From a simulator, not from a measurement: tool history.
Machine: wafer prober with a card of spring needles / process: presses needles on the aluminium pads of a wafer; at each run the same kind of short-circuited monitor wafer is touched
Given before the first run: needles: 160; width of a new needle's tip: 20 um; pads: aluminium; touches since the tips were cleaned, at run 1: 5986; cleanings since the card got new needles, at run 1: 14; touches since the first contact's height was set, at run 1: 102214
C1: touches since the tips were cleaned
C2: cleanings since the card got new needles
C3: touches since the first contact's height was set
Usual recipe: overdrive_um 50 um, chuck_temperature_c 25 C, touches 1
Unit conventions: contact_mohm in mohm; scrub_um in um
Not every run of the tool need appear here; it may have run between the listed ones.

{"run": 1, "hour": 0.0, "overdrive_um": 50, "chuck_temperature_c": 25, "touches": 1, "C1": 5986, "C2": 14, "C3": 102214, "contact_mohm": 166, "scrub_um": 9.09}
{"hour": 2.0, "done": "tips cleaned on abrasive film"}
{"run": 2, "hour": 13.7, "overdrive_um": 50, "chuck_temperature_c": 84, "touches": 1, "C1": 4113, "C2": 15, "C3": 106978, "contact_mohm": 179, "scrub_um": 9.12}
{"hour": 20.3, "done": "tips cleaned on abrasive film"}
{"run": 3, "hour": 24.9, "overdrive_um": 50, "chuck_temperature_c": 84, "touches": 1, "C1": 1591, "C2": 16, "C3": 110837, "contact_mohm": 178, "scrub_um": 9.06}
{"hour": 39.0, "done": "tips cleaned on abrasive film"}
{"run": 4, "hour": 39.0, "overdrive_um": 50, "chuck_temperature_c": 25, "touches": 1, "C1": 0, "C2": 17, "C3": 115743, "contact_mohm": 168, "scrub_um": 9.07}
{"run": 5, "hour": 48.5, "overdrive_um": 50, "chuck_temperature_c": 78, "touches": 1, "C1": 3344, "C2": 17, "C3": 119087, "contact_mohm": 177, "scrub_um": 9.13}
{"hour": 57.8, "done": "tips cleaned on abrasive film"}
{"run": 6, "hour": 60.8, "overdrive_um": 50, "chuck_temperature_c": 25, "touches": 1, "C1": 1046, "C2": 18, "C3": 123336, "contact_mohm": 165, "scrub_um": 9.09}
{"run": 7, "hour": 68.0, "overdrive_um": 50, "chuck_temperature_c": 25, "touches": 1, "C1": 3579, "C2": 18, "C3": 125869, "contact_mohm": 168, "scrub_um": 9.11}
{"hour": 76.7, "done": "tips cleaned on abrasive film"}
{"run": 8, "hour": 78.2, "overdrive_um": 50, "chuck_temperature_c": 25, "touches": 2, "C1": 525, "C2": 19, "C3": 129399, "contact_mohm": 164, "scrub_um": 9.1}
{"run": 9, "hour": 90.1, "overdrive_um": 46, "chuck_temperature_c": 25, "touches": 1, "C1": 4679, "C2": 19, "C3": 133553, "contact_mohm": 169, "scrub_um": 8.39}
{"hour": 96.3, "done": "tips cleaned on abrasive film"}
{"run": 10, "hour": 98.1, "overdrive_um": 49, "chuck_temperature_c": 25, "touches": 1, "C1": 604, "C2": 20, "C3": 136303, "contact_mohm": 168, "scrub_um": 8.92}
{"run": 11, "hour": 108.4, "overdrive_um": 67, "chuck_temperature_c": 25, "touches": 1, "C1": 4226, "C2": 20, "C3": 139925, "contact_mohm": 157, "scrub_um": 12.19}
{"hour": 112.0, "done": "height of the first contact set anew"}
{"hour": 115.4, "done": "tips cleaned on abrasive film"}
{"run": 12, "hour": 115.5, "overdrive_um": 67, "chuck_temperature_c": 25, "touches": 1, "C1": 54, "C2": 21, "C3": 1192, "contact_mohm": 159, "scrub_um": 12.2}
{"run": 13, "hour": 125.6, "overdrive_um": 67, "chuck_temperature_c": 25, "touches": 1, "C1": 3592, "C2": 21, "C3": 4730, "contact_mohm": 160, "scrub_um": 12.19}
{"hour": 134.1, "done": "tips cleaned on abrasive film"}
{"run": 14, "hour": 141.3, "overdrive_um": 50, "chuck_temperature_c": 25, "touches": 1, "C1": 2527, "C2": 22, "C3": 10174, "contact_mohm": 166, "scrub_um": 9.04}
{"run": 15, "hour": 150.1, "overdrive_um": 50, "chuck_temperature_c": 25, "touches": 1, "C1": 5624, "C2": 22, "C3": 13271, "contact_mohm": 167, "scrub_um": 9.07}
{"hour": 153.1, "done": "tips cleaned on abrasive film"}
{"run": 16, "hour": 163.9, "overdrive_um": 50, "chuck_temperature_c": 25, "touches": 1, "C1": 3789, "C2": 23, "C3": 18060, "contact_mohm": 166, "scrub_um": 9.09}
{"hour": 171.4, "done": "tips cleaned on abrasive film"}
{"run": 17, "hour": 173.2, "overdrive_um": 32, "chuck_temperature_c": 29, "touches": 2, "C1": 653, "C2": 24, "C3": 21278, "contact_mohm": 177, "scrub_um": 5.82}
{"run": 18, "hour": 188.1, "overdrive_um": 55, "chuck_temperature_c": 124, "touches": 1, "C1": 5854, "C2": 24, "C3": 26479, "contact_mohm": 183, "scrub_um": 10.03}
{"hour": 190.0, "done": "tips cleaned on abrasive film"}
{"run": 19, "hour": 199.8, "overdrive_um": 32, "chuck_temperature_c": 92, "touches": 1, "C1": 3454, "C2": 25, "C3": 30552, "contact_mohm": 197, "scrub_um": 5.81}
{"hour": 209.1, "done": "tips cleaned on abrasive film"}
{"run": 20, "hour": 213.7, "overdrive_um": 50, "chuck_temperature_c": 32, "touches": 2, "C1": 1618, "C2": 26, "C3": 35378, "contact_mohm": 166, "scrub_um": 9.11}
{"hour": 227.5, "done": "tips cleaned on abrasive film"}
{"run": 21, "hour": 227.8, "overdrive_um": 67, "chuck_temperature_c": 61, "touches": 1, "C1": 110, "C2": 27, "C3": 40262, "contact_mohm": 166, "scrub_um": 12.2}
{"run": 22, "hour": 243.8, "overdrive_um": 34, "chuck_temperature_c": 25, "touches": 2, "C1": 5719, "C2": 27, "C3": 45871, "contact_mohm": 175, "scrub_um": 6.2}
{"hour": 246.6, "done": "tips cleaned on abrasive film"}
{"run": 23, "hour": 257.6, "overdrive_um": 65, "chuck_temperature_c": 25, "touches": 2, "C1": 3859, "C2": 28, "C3": 50658, "contact_mohm": 160, "scrub_um": 11.82}
{"hour": 265.4, "done": "tips cleaned on abrasive film"}
{"run": 24, "hour": 270.2, "overdrive_um": 34, "chuck_temperature_c": 33, "touches": 2, "C1": 1702, "C2": 29, "C3": 55034, "contact_mohm": 180, "scrub_um": 6.19}
{"hour": 284.4, "done": "tips cleaned on abrasive film"}
{"run": 25, "hour": 285.7, "overdrive_um": 54, "chuck_temperature_c": 25, "touches": 1, "C1": 475, "C2": 30, "C3": 60415, "contact_mohm": 163, "scrub_um": 9.83}
{"run": 26, "hour": 292.5, "overdrive_um": 60, "chuck_temperature_c": 91, "touches": 2, "C1": 2853, "C2": 30, "C3": 62793, "contact_mohm": 177, "scrub_um": 10.93}
{"hour": 303.1, "done": "tips cleaned on abrasive film"}
{"run": 27, "hour": 307.9, "overdrive_um": 36, "chuck_temperature_c": 85, "touches": 2, "C1": 1696, "C2": 31, "C3": 68152, "contact_mohm": 188, "scrub_um": 6.55}
{"run": 28, "hour": 315.2, "overdrive_um": 36, "chuck_temperature_c": 85, "touches": 2, "C1": 4226, "C2": 31, "C3": 70682, "contact_mohm": 186, "scrub_um": 6.52}
{"hour": 321.7, "done": "tips cleaned on abrasive film"}
{"run": 29, "hour": 322.3, "overdrive_um": 44, "chuck_temperature_c": 87, "touches": 3, "C1": 211, "C2": 32, "C3": 73135, "contact_mohm": 185, "scrub_um": 7.97}

Below are 5 alternative next runs, each starting from the tool's condition after run 29. Predict each:
{"run": "A", "hour": 329.7, "overdrive_um": 44, "chuck_temperature_c": 39, "touches": 3, "C1": 2811, "C2": 32, "C3": 75735, "contact_mohm": "?", "scrub_um": "?"}
{"run": "B", "hour": 329.7, "overdrive_um": 48, "chuck_temperature_c": 87, "touches": 1, "C1": 2811, "C2": 32, "C3": 75735, "contact_mohm": "?", "scrub_um": "?"}
{"run": "C", "hour": 329.7, "overdrive_um": 50, "chuck_temperature_c": 25, "touches": 1, "C1": 2811, "C2": 32, "C3": 75735, "contact_mohm": "?", "scrub_um": "?"}
{"run": "D", "hour": 329.7, "overdrive_um": 32, "chuck_temperature_c": 27, "touches": 1, "C1": 2811, "C2": 32, "C3": 75735, "contact_mohm": "?", "scrub_um": "?"}
{"run": "E", "hour": 329.7, "overdrive_um": 43, "chuck_temperature_c": 87, "touches": 3, "C1": 2811, "C2": 32, "C3": 75735, "contact_mohm": "?", "scrub_um": "?"}

run=A contact_mohm=171 scrub_um=8.00
run=B contact_mohm=180 scrub_um=8.75
run=C contact_mohm=166 scrub_um=9.10
run=D contact_mohm=177 scrub_um=5.84
run=E contact_mohm=182 scrub_um=7.82
Without the tool's unlogged condition, the same runs would have read:
run=A contact_mohm=171 scrub_um=8.00
run=B contact_mohm=180 scrub_um=8.75
run=C contact_mohm=166 scrub_um=9.10
run=D contact_mohm=177 scrub_um=5.84
run=E contact_mohm=182 scrub_um=7.82
